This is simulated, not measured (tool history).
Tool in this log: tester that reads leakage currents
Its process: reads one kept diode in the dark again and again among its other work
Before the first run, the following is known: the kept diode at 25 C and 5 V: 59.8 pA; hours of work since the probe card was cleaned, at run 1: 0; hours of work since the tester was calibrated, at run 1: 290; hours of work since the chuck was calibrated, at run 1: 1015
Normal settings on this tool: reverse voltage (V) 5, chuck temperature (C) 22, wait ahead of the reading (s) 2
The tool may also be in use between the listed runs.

run	day	reverse voltage (V)	chuck temperature (C)	wait ahead of the reading (s)	hours of work since the probe card was cleaned	hours of work since the tester was calibrated	hours of work since the chuck was calibrated	current that the tester gives (pA)
1	0	5	22	2	0	290	1015	42.61
2	6.579	5	22	2	73	364	1088	42.67
3	13.254	5	22	2	147	438	1162	42.59
4	20.704	5	22	2	230	521	1245	42.33
5	30.679	5	22	2	341	631	1356	42.52
6	40.421	5	22	2	449	740	1464	42.24
7	48.962	2.4	22	2	544	835	1559	31.32
8	55.1	2.4	22	2	612	903	1627	31.14
# day 64.508: chuck's temperature calibrated
9	66.208	2.4	22	2	735	1025	19	35.88
10	72.742	2.4	22	2	807	1098	92	35.79
11	78.662	2.4	22	2	873	1164	157	35.85
12	86.938	2.26	22	2	965	1256	249	34.83
13	92.942	1.52	38	0.82	1032	1322	316	120.25
14	102.583	10.91	23	0.78	1139	1429	423	75.93
15	109.15	10.91	22	5.61	1212	1502	496	67.16
16	119.2	5	22	3.84	1324	1614	608	48.19
17	128.421	2.08	22	0.49	1426	1717	710	33.8
18	135.921	6.39	34	0.91	1509	1800	794	149.84
19	146.471	2.62	21	2	1627	1917	911	33.55
20	153.458	2.62	21	2	1704	1995	988	33.21
# day 162.75: tester calibrated
21	162.75	2.62	21	2	1807	0	1091	32.57

What will run 22 give?
22	171.608	11.81	53	3.66	1905	98	1189	?

Run 22 yielded current that the tester gives (pA) 837.57.
The same run, on a tool lacking any hidden state, would have yielded current that the tester gives (pA) 877.23.
